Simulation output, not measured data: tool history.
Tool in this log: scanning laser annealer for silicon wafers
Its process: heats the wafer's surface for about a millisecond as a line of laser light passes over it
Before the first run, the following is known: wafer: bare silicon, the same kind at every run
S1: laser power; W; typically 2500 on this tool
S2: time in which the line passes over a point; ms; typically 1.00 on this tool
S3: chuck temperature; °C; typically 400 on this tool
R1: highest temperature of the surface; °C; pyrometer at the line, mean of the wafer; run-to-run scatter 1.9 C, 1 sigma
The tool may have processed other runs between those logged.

{"run": 1, "day": 0.0, "S1": 2500, "S2": 1.0, "S3": 400, "R1": 1244}
{"run": 2, "day": 0.354, "S1": 2500, "S2": 1.0, "S3": 400, "R1": 1245}
{"run": 3, "day": 0.808, "S1": 2464, "S2": 1.0, "S3": 400, "R1": 1226}
{"run": 4, "day": 1.062, "S1": 2500, "S2": 1.0, "S3": 400, "R1": 1242}
{"run": 5, "day": 1.346, "S1": 2500, "S2": 1.0, "S3": 429, "R1": 1271}
{"run": 6, "day": 1.65, "S1": 2500, "S2": 1.0, "S3": 429, "R1": 1268}
{"run": 7, "day": 2.088, "S1": 2500, "S2": 1.0, "S3": 429, "R1": 1272}
{"run": 8, "day": 2.462, "S1": 2500, "S2": 1.0, "S3": 429, "R1": 1272}
{"run": 9, "day": 2.867, "S1": 2500, "S2": 1.0, "S3": 429, "R1": 1272}
{"run": 10, "day": 3.288, "S1": 2500, "S2": 1.0, "S3": 429, "R1": 1270}
{"run": 11, "day": 3.733, "S1": 2500, "S2": 1.0, "S3": 400, "R1": 1245}
{"run": 12, "day": 3.975, "S1": 2500, "S2": 1.0, "S3": 400, "R1": 1242}
{"run": 13, "day": 4.388, "S1": 2500, "S2": 1.0, "S3": 400, "R1": 1238}
{"run": 14, "day": 4.721, "S1": 2500, "S2": 1.0, "S3": 400, "R1": 1242}
{"run": 15, "day": 5.171, "S1": 2500, "S2": 1.0, "S3": 400, "R1": 1243}
{"run": 16, "day": 5.596, "S1": 2500, "S2": 1.0, "S3": 400, "R1": 1242}
{"run": 17, "day": 5.962, "S1": 2500, "S2": 1.0, "S3": 393, "R1": 1236}
{"run": 18, "day": 6.208, "S1": 2500, "S2": 1.0, "S3": 400, "R1": 1242}
{"run": 19, "day": 6.538, "S1": 2500, "S2": 1.0, "S3": 400, "R1": 1244}
{"run": 20, "day": 6.758, "S1": 2500, "S2": 1.0, "S3": 400, "R1": 1241}
{"run": 21, "day": 7.071, "S1": 2500, "S2": 1.0, "S3": 386, "R1": 1229}
{"run": 22, "day": 7.454, "S1": 2500, "S2": 1.18, "S3": 386, "R1": 1312}
{"run": 23, "day": 7.8, "S1": 2500, "S2": 1.18, "S3": 385, "R1": 1309}
{"run": 24, "day": 7.996, "S1": 2500, "S2": 0.71, "S3": 431, "R1": 1125}
{"run": 25, "day": 8.317, "S1": 2500, "S2": 0.97, "S3": 396, "R1": 1221}
{"run": 26, "day": 8.533, "S1": 2500, "S2": 0.99, "S3": 379, "R1": 1215}
{"run": 27, "day": 8.858, "S1": 2241, "S2": 1.23, "S3": 363, "R1": 1184}
{"run": 28, "day": 9.05, "S1": 2387, "S2": 0.87, "S3": 400, "R1": 1133}
{"run": 29, "day": 9.242, "S1": 2541, "S2": 0.88, "S3": 381, "R1": 1181}
{"run": 30, "day": 9.475, "S1": 2162, "S2": 1.02, "S3": 400, "R1": 1107}
{"run": 31, "day": 9.704, "S1": 2162, "S2": 1.02, "S3": 400, "R1": 1106}
{"run": 32, "day": 10.004, "S1": 2454, "S2": 1.0, "S3": 375, "R1": 1200}
{"run": 33, "day": 10.433, "S1": 2458, "S2": 1.0, "S3": 392, "R1": 1217}
{"run": 34, "day": 10.862, "S1": 2276, "S2": 0.77, "S3": 380, "R1": 1022}
{"run": 35, "day": 11.104, "S1": 2420, "S2": 0.74, "S3": 403, "R1": 1081}
{"run": 36, "day": 11.379, "S1": 2584, "S2": 1.23, "S3": 365, "R1": 1353}
{"run": 37, "day": 11.817, "S1": 2584, "S2": 1.23, "S3": 365, "R1": 1357}
{"run": 38, "day": 12.004, "S1": 2584, "S2": 1.02, "S3": 365, "R1": 1253}
{"run": 39, "day": 12.196, "S1": 2584, "S2": 1.02, "S3": 365, "R1": 1255}
{"run": 40, "day": 12.608, "S1": 2545, "S2": 0.95, "S3": 400, "R1": 1237}
{"run": 41, "day": 13.025, "S1": 2545, "S2": 0.95, "S3": 400, "R1": 1238}

Consider 4 possible next runs. They are alternatives, not a sequence: every one starts from the tool as it was left by run 41. What does each give?
{"run": "A", "day": 13.329, "S1": 2303, "S2": 0.95, "S3": 381, "R1": "?"}
{"run": "B", "day": 13.329, "S1": 2140, "S2": 0.95, "S3": 400, "R1": "?"}
{"run": "C", "day": 13.329, "S1": 2338, "S2": 1.02, "S3": 400, "R1": "?"}
{"run": "D", "day": 13.329, "S1": 2355, "S2": 0.95, "S3": 400, "R1": "?"}

run=A R1=1117
run=B R1=1069
run=C R1=1181
run=D R1=1160
The same runs, with their run-to-run variation unchanged, on a tool lacking any hidden condition would have given:
run=A R1=1118
run=B R1=1070
run=C R1=1182
run=D R1=1161
